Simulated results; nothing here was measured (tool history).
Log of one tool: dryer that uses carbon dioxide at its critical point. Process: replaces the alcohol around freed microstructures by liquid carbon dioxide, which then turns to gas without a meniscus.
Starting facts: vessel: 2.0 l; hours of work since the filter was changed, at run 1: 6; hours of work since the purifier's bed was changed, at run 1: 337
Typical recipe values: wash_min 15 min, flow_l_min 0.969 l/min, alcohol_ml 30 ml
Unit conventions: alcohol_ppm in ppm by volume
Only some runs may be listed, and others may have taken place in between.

run   hour  wash_min  flow_l_min  alcohol_ml  hours of work since the filter was changed  hours of work since the purifier's bed was changed  alcohol_ppm
  1    0.0        15       0.969          30                                           6                                                 337           81
  2   14.2        15       0.969          30                                          14                                                 346           92
  3   32.7        15       0.969          30                                          26                                                 357           88
  4   47.4        15       0.969          30                                          35                                                 366           93
  5   57.0        15       0.969          30                                          41                                                 372           92
  6   75.8        15       0.969          30                                          52                                                 384          103
  7   87.1        15       0.969          30                                          59                                                 391           96
  8  104.4        15       0.969          30                                          70                                                 401          108
  9  125.2        15       0.969          30                                          82                                                 414           98
 10  139.3        15       0.969          57                                          91                                                 423          153
 11  148.5        12       0.969          30                                          97                                                 428          199
 12  170.0        15       0.969          30                                         110                                                 441          112
 13  181.8        15       0.697          30                                         117                                                 449          301
 14  192.2        15       0.697          30                                         124                                                 455          300
 15  203.5        15       1.288          30                                         131                                                 462           76
 16  217.0        15       1.288          30                                         139                                                 470           81
 17  235.1        15       0.969          30                                         150                                                 481          123
 18  246.1        15       0.969          30                                         157                                                 488          133
 19  266.7        15       1.160          30                                         169                                                 501           89
 20  281.6        15       1.160          30                                         178                                                 510           96
 21  292.8        13       0.969          30                                         185                                                 517          194
 22  308.9        13       0.969          30                                         195                                                 527          203
 23  318.3        13       0.969          30                                         201                                                 532          206
 24  333.9        13       0.741          30                                         211                                                 542          457
 25  352.7        19       1.237          30                                         222                                                 554           87
 26  370.5        19       1.237          30                                         233                                                 565           83
 27  387.2        19       1.237          30                                         243                                                 575           93
 28  401.1        19       1.237          30                                         252                                                 583           82
 29  422.6        11       1.467         103                                         265                                                 596          236
 30  438.4        11       1.479          25                                         275                                                 606          128
 31  459.3         9       0.783          63                                         288                                                 619         2588
 32  469.4        24       1.332          32                                         294                                                 625           84
 33  480.9        24       1.332          32                                         301                                                 632           82
 34  489.9        15       0.957          50                                         306                                                 638          243
 35  499.3        23       0.926          88                                         312                                                 644          104
 36  519.9        22       0.969          93                                         325                                                 656          120
 37  529.0        15       0.969          67                                         330                                                 662          299
 38  544.0        13       0.969          30                                         340                                                 671          276
 39  557.4        20       1.328         119                                         348                                                 679           99
     568.4  -- inlet filter changed
 40  571.4        20       1.328         119                                           2                                                 687           95
 41  589.2        20       1.328         119                                          13                                                 698           99
 42  610.2        15       0.663          24                                          26                                                 711          267
 43  630.5        15       0.663          24                                          38                                                 724          281

Estimate the outcome of run 44 from the log above:
 44  648.8        15       0.793          39                                          49                                                 735            ?

Run 44 gave alcohol_ppm 249 ppm by volume.
Were there no unlogged condition in the tool, this run, its random variation unchanged, would have produced alcohol_ppm 132 ppm by volume.

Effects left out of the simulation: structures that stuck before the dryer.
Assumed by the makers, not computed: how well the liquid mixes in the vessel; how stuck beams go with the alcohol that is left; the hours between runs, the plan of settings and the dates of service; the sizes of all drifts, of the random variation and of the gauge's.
